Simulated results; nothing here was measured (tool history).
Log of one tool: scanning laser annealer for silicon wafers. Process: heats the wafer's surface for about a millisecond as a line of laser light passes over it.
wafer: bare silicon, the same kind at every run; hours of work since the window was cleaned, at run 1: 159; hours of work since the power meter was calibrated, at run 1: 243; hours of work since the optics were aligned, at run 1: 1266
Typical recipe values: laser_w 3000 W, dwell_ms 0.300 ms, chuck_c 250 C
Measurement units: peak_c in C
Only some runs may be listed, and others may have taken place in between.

run     day  laser_w  dwell_ms  chuck_c  hours of work since the window was cleaned  hours of work since the power meter was calibrated  hours of work since the optics were aligned  peak_c
  1   0.000     3000     0.300      250                                         159                                                 243                                         1266    1063
  2   1.254     3000     0.212      250                                         174                                                 257                                         1280     921
  3   2.558     3000     0.212      250                                         189                                                 272                                         1295     920
  4   4.512     3000     0.212      250                                         212                                                 295                                         1318     921
  5   5.754     3000     0.212      250                                         226                                                 310                                         1332     914
  6   7.054     3000     0.212      250                                         241                                                 325                                         1348     915
  7   8.879     3000     0.212      250                                         262                                                 346                                         1369     911
  8  10.417     3000     0.300      250                                         280                                                 364                                         1387    1048
  9  12.142     3000     0.300      250                                         300                                                 384                                         1407    1045
 10  13.662     3000     0.300      250                                         318                                                 401                                         1424    1041
 11  14.842     3000     0.300      250                                         332                                                 415                                         1438    1041
 12  15.758     3000     0.300      250                                         342                                                 426                                         1449    1040
 13  17.433     3000     0.300      250                                         362                                                 445                                         1468    1043
 14  19.346     3000     0.300      250                                         384                                                 467                                         1490    1033
 15  21.008     3000     0.300      250                                         403                                                 487                                         1510    1031
 16  23.042     3013     0.300      250                                         427                                                 510                                         1533    1034
 17  24.133     3013     0.300      250                                         440                                                 523                                         1546    1034
     24.467  -- optics aligned, line set to its width
 18  26.138     3000     0.266      250                                         460                                                 544                                           19     974
 19  27.629     3000     0.300      250                                         478                                                 561                                           37    1021
     28.429  -- window over the wafer cleaned
 20  29.267     3000     0.300      250                                          10                                                 579                                           55    1064
     30.354  -- optics aligned, line set to its width, once more
 21  31.488     3000     0.292      250                                          33                                                 603                                           13    1081
 22  32.496     2730     0.217      288                                          45                                                 615                                           25     923
 23  33.562     2730     0.217      288                                          57                                                 627                                           37     920
 24  35.258     2766     0.251      269                                          77                                                 647                                           57     963
 25  36.400     3293     0.251      229                                          90                                                 660                                           70    1075
 26  37.954     2826     0.331      211                                         108                                                 678                                           88    1031
 27  39.454     2826     0.331      211                                         126                                                 695                                          106    1031
 28  41.204     2811     0.331      229                                         146                                                 716                                          126    1040
 29  42.825     2641     0.328      233                                         165                                                 734                                          145     985
 30  44.488     3180     0.300      250                                         184                                                 754                                          164    1132
 31  45.542     3000     0.229      287                                         196                                                 766                                          176     997
 32  46.433     3281     0.361      223                                         207                                                 776                                          187    1227
 33  47.962     3281     0.361      223                                         225                                                 794                                          205    1224
 34  49.392     2798     0.300      216                                         241                                                 811                                          221     974
 35  51.192     2640     0.300      247                                         262                                                 832                                          242     952
 36  52.254     2678     0.300      247                                         274                                                 844                                          254     966
 37  54.267     3273     0.315      221                                         298                                                 867                                          278    1144
 38  55.654     3273     0.315      221                                         314                                                 884                                          294    1136
 39  56.917     3078     0.328      221                                         329                                                 898                                          309    1101
 40  58.233     3214     0.324      244                                         344                                                 914                                          324    1157
 41  60.083     3190     0.324      237                                         365                                                 935                                          345    1139
 42  61.433     3190     0.324      237                                         381                                                 951                                          361    1133

Forecast each of these 3 alternatives for the next run:
  A  63.329     2902     0.300      279                                         403                                                 973                                          383       ?
  B  63.329     3190     0.324      216                                         403                                                 973                                          383       ?
  C  63.329     3190     0.324      213                                         403                                                 973                                          383       ?

run  peak_c
  A    1050
  B    1113
  C    1110
Stripped of hidden state, with their random variation kept, the same runs would have yielded:
run  peak_c
  A    1090
  B    1159
  C    1156
